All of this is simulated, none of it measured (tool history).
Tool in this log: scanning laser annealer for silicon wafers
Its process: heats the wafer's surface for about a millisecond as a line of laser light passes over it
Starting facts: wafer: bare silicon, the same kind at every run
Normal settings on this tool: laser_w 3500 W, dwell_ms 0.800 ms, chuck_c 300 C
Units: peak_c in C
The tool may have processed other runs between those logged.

run 1 hour=0.0 | laser_w=3500 dwell_ms=0.800 chuck_c=300 | peak_c=1091
run 2 hour=11.2 | laser_w=3500 dwell_ms=0.800 chuck_c=300 | peak_c=1087
run 3 hour=21.5 | laser_w=3500 dwell_ms=0.800 chuck_c=300 | peak_c=1089
run 4 hour=33.1 | laser_w=3500 dwell_ms=0.800 chuck_c=322 | peak_c=1106
run 5 hour=43.4 | laser_w=3500 dwell_ms=0.800 chuck_c=322 | peak_c=1109
run 6 hour=50.9 | laser_w=3500 dwell_ms=0.800 chuck_c=322 | peak_c=1107
run 7 hour=65.5 | laser_w=3500 dwell_ms=0.800 chuck_c=322 | peak_c=1107
run 8 hour=73.1 | laser_w=3500 dwell_ms=0.800 chuck_c=300 | peak_c=1087
run 9 hour=86.6 | laser_w=3500 dwell_ms=0.800 chuck_c=308 | peak_c=1097
run 10 hour=95.9 | laser_w=3500 dwell_ms=0.800 chuck_c=328 | peak_c=1109
run 11 hour=106.7 | laser_w=3500 dwell_ms=0.800 chuck_c=328 | peak_c=1111
run 12 hour=113.8 | laser_w=3500 dwell_ms=0.800 chuck_c=300 | peak_c=1086
-- hour=117.0 window over the wafer cleaned
run 13 hour=123.9 | laser_w=3500 dwell_ms=0.800 chuck_c=300 | peak_c=1079
run 14 hour=132.5 | laser_w=3500 dwell_ms=0.800 chuck_c=300 | peak_c=1080
run 15 hour=142.6 | laser_w=3500 dwell_ms=0.800 chuck_c=300 | peak_c=1077
run 16 hour=151.9 | laser_w=3500 dwell_ms=0.800 chuck_c=300 | peak_c=1079
run 17 hour=166.5 | laser_w=3500 dwell_ms=0.800 chuck_c=300 | peak_c=1079
run 18 hour=172.9 | laser_w=3500 dwell_ms=0.800 chuck_c=300 | peak_c=1077
-- hour=185.4 window over the wafer cleaned, once more
run 19 hour=185.4 | laser_w=3500 dwell_ms=0.800 chuck_c=300 | peak_c=1089
run 20 hour=194.6 | laser_w=3500 dwell_ms=0.800 chuck_c=300 | peak_c=1084
run 21 hour=204.2 | laser_w=3500 dwell_ms=0.800 chuck_c=300 | peak_c=1084
run 22 hour=212.7 | laser_w=3500 dwell_ms=0.796 chuck_c=299 | peak_c=1086
run 23 hour=228.0 | laser_w=3064 dwell_ms=0.886 chuck_c=327 | peak_c=1027
run 24 hour=235.0 | laser_w=3064 dwell_ms=0.886 chuck_c=327 | peak_c=1030
run 25 hour=244.6 | laser_w=3067 dwell_ms=0.731 chuck_c=300 | peak_c=935
run 26 hour=258.1 | laser_w=3500 dwell_ms=0.800 chuck_c=339 | peak_c=1128
run 27 hour=270.9 | laser_w=3500 dwell_ms=0.800 chuck_c=339 | peak_c=1125
run 28 hour=281.9 | laser_w=3045 dwell_ms=0.800 chuck_c=339 | peak_c=996
run 29 hour=289.0 | laser_w=3091 dwell_ms=0.728 chuck_c=328 | peak_c=967
run 30 hour=299.4 | laser_w=3091 dwell_ms=0.728 chuck_c=328 | peak_c=966
run 31 hour=314.0 | laser_w=3045 dwell_ms=0.728 chuck_c=328 | peak_c=954

Forecast run 32:
run 32 hour=328.0 | laser_w=3045 dwell_ms=0.728 chuck_c=328 | peak_c=?

peak_c: 951 C
With the hidden condition absent and the run-to-run variation left alone, this run would have shown peak_c 974 C.

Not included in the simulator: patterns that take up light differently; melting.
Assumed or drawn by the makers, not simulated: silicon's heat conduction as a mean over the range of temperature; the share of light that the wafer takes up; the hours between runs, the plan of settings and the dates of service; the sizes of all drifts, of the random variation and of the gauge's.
